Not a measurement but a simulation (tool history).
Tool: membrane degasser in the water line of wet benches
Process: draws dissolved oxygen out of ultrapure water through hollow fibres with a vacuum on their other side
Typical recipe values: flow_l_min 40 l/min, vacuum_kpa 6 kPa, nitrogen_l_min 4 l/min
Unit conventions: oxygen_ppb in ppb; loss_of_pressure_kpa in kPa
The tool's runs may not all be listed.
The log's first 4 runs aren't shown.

run,day,flow_l_min,vacuum_kpa,nitrogen_l_min,oxygen_ppb,loss_of_pressure_kpa
5,4.25,40,6,4,327.3,37.55
6,5.921,40,6,4,331.8,37.37
7,7.721,40,6,4,330.5,37.8
8,9.15,40,6,7.41,303.4,37.5
9,10.342,40,6,3.84,332.6,37.61
10,11.112,40,6,3.84,336.5,37.63
11,12.25,36,6,3.84,257.8,33.47
12,13.321,40,6,4,332.9,37.64
# day 13.517: vacuum gauge calibrated
13,14.458,35,6,4,237,33
14,16.35,40,3.9,4,282.3,37.81
15,17.379,40,5.85,4,333.3,37.25
16,18.842,40,5.85,4,322.6,37.69
17,20.629,45,11.63,2.84,642.6,42.07
18,22.517,45,11.63,2.84,649.9,42.24
19,23.988,29,11.63,6.54,178.4,27
20,25.917,30,10.12,4,226.4,28.1
21,26.996,30,9.06,1.73,327.7,28.07
22,28.617,39,9.06,1.84,501,36.9
23,29.596,40,5.27,6.61,294.1,37.55
24,31.475,59,6.63,6.56,758.5,55.77
25,32.6,53,7.75,4.72,658.2,49.65
26,33.704,53,7.75,4.72,656.9,49.98
27,35.471,53,11.54,1.89,974.1,49.77

What does the tool deliver on the next run?
28,36.379,29,6,1.65,?,?

Logged for run 28: oxygen_ppb 201.7 ppb, loss_of_pressure_kpa 27.41 kPa.
With no hidden state in the tool, this same run would have given oxygen_ppb 196.3 ppb, loss_of_pressure_kpa 27.09 kPa.
